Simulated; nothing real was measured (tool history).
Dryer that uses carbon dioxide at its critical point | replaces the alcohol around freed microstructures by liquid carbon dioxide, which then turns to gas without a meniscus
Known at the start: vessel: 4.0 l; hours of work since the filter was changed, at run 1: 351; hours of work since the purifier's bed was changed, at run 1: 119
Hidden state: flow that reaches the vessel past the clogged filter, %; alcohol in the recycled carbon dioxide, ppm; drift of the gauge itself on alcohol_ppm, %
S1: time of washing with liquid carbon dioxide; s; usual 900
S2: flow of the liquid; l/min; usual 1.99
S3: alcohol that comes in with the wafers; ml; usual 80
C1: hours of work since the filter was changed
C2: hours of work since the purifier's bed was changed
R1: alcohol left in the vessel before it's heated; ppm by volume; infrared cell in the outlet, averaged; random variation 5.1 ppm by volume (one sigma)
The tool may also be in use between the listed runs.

run,hour,S1,S2,S3,C1,C2,R1
1,0,900,1.99,80,351,119,110
2,6.6,1260,1.99,80,355,123,22
3,13.6,1260,1.99,80,358,127,24
4,19.6,1260,1.99,80,362,130,31
5,28,1260,1.99,80,366,134,31
6,33.3,1260,1.99,64,369,137,24
7,41.5,1260,1.99,64,373,142,21
8,47.1,1260,1.99,64,376,145,26
9,51.8,900,1.99,80,379,147,107
10,59.5,900,1.99,80,383,152,112
11,64.8,960,1.99,100,386,154,102
12,68.9,1200,2.23,36,388,157,25
13,74.2,1200,2.23,36,391,159,11
14,81.6,1200,2.23,36,395,163,27
15,87.9,1200,2.23,36,399,167,16
16,94.4,1440,1.37,36,402,170,51

Run 17 comes next. What will it give?
17,100.7,1440,1.37,36,405,174,?

{"run 17": {"R1": 34}}
Without the tool's hidden state the same run would have given R1 12 ppm by volume.

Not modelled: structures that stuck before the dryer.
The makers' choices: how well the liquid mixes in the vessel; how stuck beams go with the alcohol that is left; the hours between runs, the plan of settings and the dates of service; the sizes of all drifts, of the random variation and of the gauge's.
